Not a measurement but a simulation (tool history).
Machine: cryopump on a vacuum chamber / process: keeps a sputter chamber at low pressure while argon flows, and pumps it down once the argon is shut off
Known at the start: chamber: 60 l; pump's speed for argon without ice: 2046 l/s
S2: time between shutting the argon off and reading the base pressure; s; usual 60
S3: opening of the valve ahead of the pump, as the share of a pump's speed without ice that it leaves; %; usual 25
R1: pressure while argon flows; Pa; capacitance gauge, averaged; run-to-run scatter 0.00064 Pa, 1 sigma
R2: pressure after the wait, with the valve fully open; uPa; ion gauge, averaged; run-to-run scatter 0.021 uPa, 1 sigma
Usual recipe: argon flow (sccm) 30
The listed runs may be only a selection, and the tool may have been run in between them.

run 1 hour=0 | argon_flow_(sccm)=30 S2=60 S3=25 | R1=0.1073 R2=1.22
run 2 hour=72.5 | argon_flow_(sccm)=30 S2=60 S3=25 | R1=0.1078 R2=1.26
run 3 hour=164.6 | argon_flow_(sccm)=30 S2=60 S3=25 | R1=0.1085 R2=1.36
-- hour=259.1 pump warmed up, emptied and cooled again
run 4 hour=282.8 | argon_flow_(sccm)=30 S2=60 S3=25 | R1=0.0987 R2=1.14
run 5 hour=392.7 | argon_flow_(sccm)=30 S2=60 S3=25 | R1=0.1012 R2=1.09
run 6 hour=449.5 | argon_flow_(sccm)=30 S2=60 S3=25 | R1=0.1004 R2=1.18
run 7 hour=530.3 | argon_flow_(sccm)=30 S2=60 S3=25 | R1=0.1021 R2=1.25
run 8 hour=608.6 | argon_flow_(sccm)=30 S2=60 S3=25 | R1=0.1012 R2=1.24
run 9 hour=709.7 | argon_flow_(sccm)=30 S2=60 S3=25 | R1=0.1018 R2=1.31
run 10 hour=794.4 | argon_flow_(sccm)=30 S2=60 S3=26 | R1=0.0997 R2=1.35
run 11 hour=859.7 | argon_flow_(sccm)=30 S2=163 S3=25 | R1=0.1017 R2=1.13
run 12 hour=924.8 | argon_flow_(sccm)=12 S2=144 S3=57 | R1=0.0195 R2=1.23
run 13 hour=1032.8 | argon_flow_(sccm)=30 S2=31 S3=25 | R1=0.1044 R2=1.76
run 14 hour=1116.9 | argon_flow_(sccm)=30 S2=31 S3=25 | R1=0.1056 R2=1.8
run 15 hour=1179.4 | argon_flow_(sccm)=30 S2=31 S3=25 | R1=0.1036 R2=1.92
run 16 hour=1239.7 | argon_flow_(sccm)=30 S2=31 S3=25 | R1=0.1059 R2=1.89
run 17 hour=1312.7 | argon_flow_(sccm)=30 S2=131 S3=42 | R1=0.066 R2=1.47
run 18 hour=1388.4 | argon_flow_(sccm)=30 S2=38 S3=15 | R1=0.1727 R2=1.89
run 19 hour=1475 | argon_flow_(sccm)=12 S2=26 S3=48 | R1=0.0246 R2=2.17
run 20 hour=1563.9 | argon_flow_(sccm)=21 S2=81 S3=25 | R1=0.076 R2=1.68
run 21 hour=1624.8 | argon_flow_(sccm)=30 S2=60 S3=25 | R1=0.1086 R2=1.82
run 22 hour=1723.1 | argon_flow_(sccm)=30 S2=60 S3=25 | R1=0.1094 R2=1.91

Had the tool no unlogged condition, and each run kept its random variation, what would the results have been?
Hidden conditions of the tool in this case: pump's speed, % of a pump's without ice; cold plate's temperature, K; leak into the chamber, uPa l/s; drift of the gauge itself on working_pa, %; drift of the gauge itself on base_upa, %.
run=1 R1=0.0995 R2=0.48
run=2 R1=0.0994 R2=0.48
run=3 R1=0.0993 R2=0.51
run=4 R1=0.098 R2=0.51
run=5 R1=0.0999 R2=0.44
run=6 R1=0.0988 R2=0.51
run=7 R1=0.1002 R2=0.53
run=8 R1=0.0988 R2=0.5
run=9 R1=0.0988 R2=0.5
run=10 R1=0.0963 R2=0.48
run=11 R1=0.0979 R2=0.24
run=12 R1=0.0178 R2=0.3
run=13 R1=0.0995 R2=0.81
run=14 R1=0.1002 R2=0.8
run=15 R1=0.0979 R2=0.85
run=16 R1=0.0998 R2=0.82
run=17 R1=0.0594 R2=0.33
run=18 R1=0.1654 R2=0.71
run=19 R1=0.0214 R2=0.94
run=20 R1=0.07 R2=0.39
run=21 R1=0.0996 R2=0.49
run=22 R1=0.0996 R2=0.49
